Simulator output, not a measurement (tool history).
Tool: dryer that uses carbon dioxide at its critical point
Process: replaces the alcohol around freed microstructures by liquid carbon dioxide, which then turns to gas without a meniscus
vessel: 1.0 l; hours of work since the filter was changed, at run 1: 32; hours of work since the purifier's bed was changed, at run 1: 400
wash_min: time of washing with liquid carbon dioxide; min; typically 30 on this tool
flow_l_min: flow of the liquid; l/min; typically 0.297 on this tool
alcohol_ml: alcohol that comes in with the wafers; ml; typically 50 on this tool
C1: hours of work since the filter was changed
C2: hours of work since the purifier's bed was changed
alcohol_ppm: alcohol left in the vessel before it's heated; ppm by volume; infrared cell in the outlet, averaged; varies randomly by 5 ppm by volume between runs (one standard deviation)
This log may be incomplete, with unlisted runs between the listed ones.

{"run": 1, "day": 0.0, "wash_min": 30, "flow_l_min": 0.297, "alcohol_ml": 50, "C1": 32, "C2": 400, "alcohol_ppm": 74}
{"run": 2, "day": 0.962, "wash_min": 30, "flow_l_min": 0.297, "alcohol_ml": 50, "C1": 42, "C2": 409, "alcohol_ppm": 66}
{"run": 3, "day": 2.404, "wash_min": 30, "flow_l_min": 0.297, "alcohol_ml": 50, "C1": 55, "C2": 423, "alcohol_ppm": 81}
{"run": 4, "day": 3.212, "wash_min": 30, "flow_l_min": 0.453, "alcohol_ml": 50, "C1": 63, "C2": 431, "alcohol_ppm": 51}
{"run": 5, "day": 4.35, "wash_min": 30, "flow_l_min": 0.453, "alcohol_ml": 28, "C1": 74, "C2": 442, "alcohol_ppm": 58}
{"run": 6, "day": 5.621, "wash_min": 30, "flow_l_min": 0.453, "alcohol_ml": 28, "C1": 87, "C2": 454, "alcohol_ppm": 46}
{"run": 7, "day": 6.838, "wash_min": 30, "flow_l_min": 0.453, "alcohol_ml": 28, "C1": 98, "C2": 466, "alcohol_ppm": 53}
{"run": 8, "day": 8.117, "wash_min": 30, "flow_l_min": 0.453, "alcohol_ml": 28, "C1": 111, "C2": 478, "alcohol_ppm": 62}
{"run": 9, "day": 9.675, "wash_min": 30, "flow_l_min": 0.453, "alcohol_ml": 28, "C1": 126, "C2": 493, "alcohol_ppm": 65}
{"run": 10, "day": 10.396, "wash_min": 41, "flow_l_min": 0.28, "alcohol_ml": 98, "C1": 133, "C2": 500, "alcohol_ppm": 61}
{"run": 11, "day": 11.367, "wash_min": 23, "flow_l_min": 0.353, "alcohol_ml": 53, "C1": 142, "C2": 510, "alcohol_ppm": 136}
{"run": 12, "day": 12.212, "wash_min": 20, "flow_l_min": 0.438, "alcohol_ml": 32, "C1": 150, "C2": 518, "alcohol_ppm": 89}
{"run": 13, "day": 13.229, "wash_min": 30, "flow_l_min": 0.448, "alcohol_ml": 23, "C1": 160, "C2": 528, "alcohol_ppm": 65}

Results per run with the tool's hidden condition removed, run-to-run variation unchanged:
Hidden conditions of the tool in this case: flow that reaches the vessel past the clogged filter, %; alcohol in the recycled carbon dioxide, ppm; drift of the gauge itself on alcohol_ppm, %.
run=1 alcohol_ppm=29
run=2 alcohol_ppm=20
run=3 alcohol_ppm=32
run=4 alcohol_ppm=6
run=5 alcohol_ppm=12
run=6 alcohol_ppm=0
run=7 alcohol_ppm=5
run=8 alcohol_ppm=13
run=9 alcohol_ppm=14
run=10 alcohol_ppm=6
run=11 alcohol_ppm=57
run=12 alcohol_ppm=23
run=13 alcohol_ppm=9
